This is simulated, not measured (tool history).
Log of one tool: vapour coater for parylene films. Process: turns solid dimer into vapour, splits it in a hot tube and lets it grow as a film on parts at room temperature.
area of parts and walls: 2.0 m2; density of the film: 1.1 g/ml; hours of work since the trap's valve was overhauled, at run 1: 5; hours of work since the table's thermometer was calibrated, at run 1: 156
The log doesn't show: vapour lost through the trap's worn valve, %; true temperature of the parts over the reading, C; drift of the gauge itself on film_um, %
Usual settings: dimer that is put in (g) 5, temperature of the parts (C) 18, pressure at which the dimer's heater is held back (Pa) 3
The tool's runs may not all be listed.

| run | hour | dimer that is put in (g) | temperature of the parts (C) | pressure at which the dimer's heater is held back (Pa) | hours of work since the trap's valve was overhauled | hours of work since the table's thermometer was calibrated | thickness of the film (µm) |
|---|---|---|---|---|---|---|---|
| 1 | 0 | 5 | 18 | 3 | 5 | 156 | 1.75 |
| 2 | 37.1 | 5 | 18 | 3 | 33 | 184 | 1.74 |
| 3 | 66.6 | 5 | 18 | 3 | 55 | 206 | 1.7 |
| 4 | 95.2 | 5 | 18 | 3 | 77 | 228 | 1.75 |
| 5 | 135.2 | 5 | 18 | 3.53 | 107 | 258 | 1.66 |
| 6 | 169.3 | 5 | 18 | 3.53 | 132 | 283 | 1.66 |
| 7 | 188.8 | 2 | 23 | 3 | 147 | 298 | 0.58 |

The next listed run, before its measurement:
| 8 | 209.3 | 7 | 10 | 7.11 | 163 | 314 | ? |

Run 8 gave thickness of the film (µm) 2.81.
Without the tool's hidden state the same run would have given thickness of the film (µm) 2.95.

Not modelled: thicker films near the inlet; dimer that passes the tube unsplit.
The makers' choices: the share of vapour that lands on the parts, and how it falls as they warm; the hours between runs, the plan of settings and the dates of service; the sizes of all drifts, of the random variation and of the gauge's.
